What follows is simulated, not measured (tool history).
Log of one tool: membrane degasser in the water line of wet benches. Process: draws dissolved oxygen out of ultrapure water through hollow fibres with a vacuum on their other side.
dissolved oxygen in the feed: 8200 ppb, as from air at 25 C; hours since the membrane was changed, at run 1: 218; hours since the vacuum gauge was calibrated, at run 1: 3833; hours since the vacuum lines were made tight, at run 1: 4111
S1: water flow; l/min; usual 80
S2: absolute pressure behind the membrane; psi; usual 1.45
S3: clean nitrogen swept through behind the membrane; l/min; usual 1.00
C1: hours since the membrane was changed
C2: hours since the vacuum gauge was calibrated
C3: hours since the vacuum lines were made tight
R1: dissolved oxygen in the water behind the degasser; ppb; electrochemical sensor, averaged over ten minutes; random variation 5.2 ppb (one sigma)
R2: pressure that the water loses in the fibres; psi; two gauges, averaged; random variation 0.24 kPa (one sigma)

run   hour   S1    S2    S3    C1    C2    C3      R1      R2
  1    0.0   80  1.45  1.00   218  3833  4111   973.5   9.010
  2   56.9   80  1.45  1.00   275  3890  4168   964.4   8.902
  3   88.4   80  1.45  1.00   306  3921  4200   968.8   9.065
  4  125.1   81  1.45  1.00   343  3958  4236   977.1   9.185
  5  168.7   81  1.45  1.00   387  4001  4280   976.9   9.175
  6  199.2   71  1.45  1.00   417  4032  4310   875.8   8.087
  7  232.1   80  1.45  1.00   450  4065  4343   976.2   9.023
  8  286.9   80  1.45  1.00   505  4120  4398   970.9   9.052
  9  315.4   80  1.07  1.00   533  4148  4427   673.3   9.103
 10  368.4   80  1.07  1.99   586  4201  4480   467.9   9.030
 11  404.4   80  1.07  1.99   622  4237  4516   469.2   9.140
 12  442.7   80  1.07  1.99   661  4275  4554   470.8   9.069
 13  469.2   80  1.45  0.56   687  4302  4580  1298.5   9.101
 14  513.3   80  1.45  0.56   731  4346  4624  1308.3   9.179
 15  548.0   80  2.10  0.56   766  4381  4659  1960.2   9.116
 16  608.6  127  1.07  0.56   826  4441  4720  1333.8  14.465
 17  664.1   67  1.00  1.43   882  4497  4775   418.7   7.719
 18  694.5   82  3.22  1.00   912  4527  4806  2195.1   9.342
 19  736.7   65  2.45  0.86   955  4569  4848  1594.0   7.455
 20  781.6   60  1.28  1.08   999  4614  4893   614.0   6.905
 21  816.2   60  1.28  1.08  1034  4649  4927   613.3   6.875
 22  843.8  108  0.93  1.08  1062  4677  4955   775.5  12.302
 23  872.8  108  0.93  1.08  1091  4706  4984   779.0  12.388
 24  925.0   65  2.23  1.08  1143  4758  5036  1269.4   7.430

Forecast each of these 3 alternatives for the next run:
  A  974.8  62  1.71  1.37  1193  4808  5086   ?   ?
  B  974.8  80  2.07  1.00  1193  4808  5086   ?   ?
  C  974.8  61  1.45  1.00  1193  4808  5086   ?   ?

run      R1     R2
  A   779.4  7.060
  B  1419.8  9.123
  C   775.4  7.026
Without the tool's hidden state the same runs would have given:
run      R1     R2
  A   761.6  6.959
  B  1399.5  8.991
  C   755.8  6.924
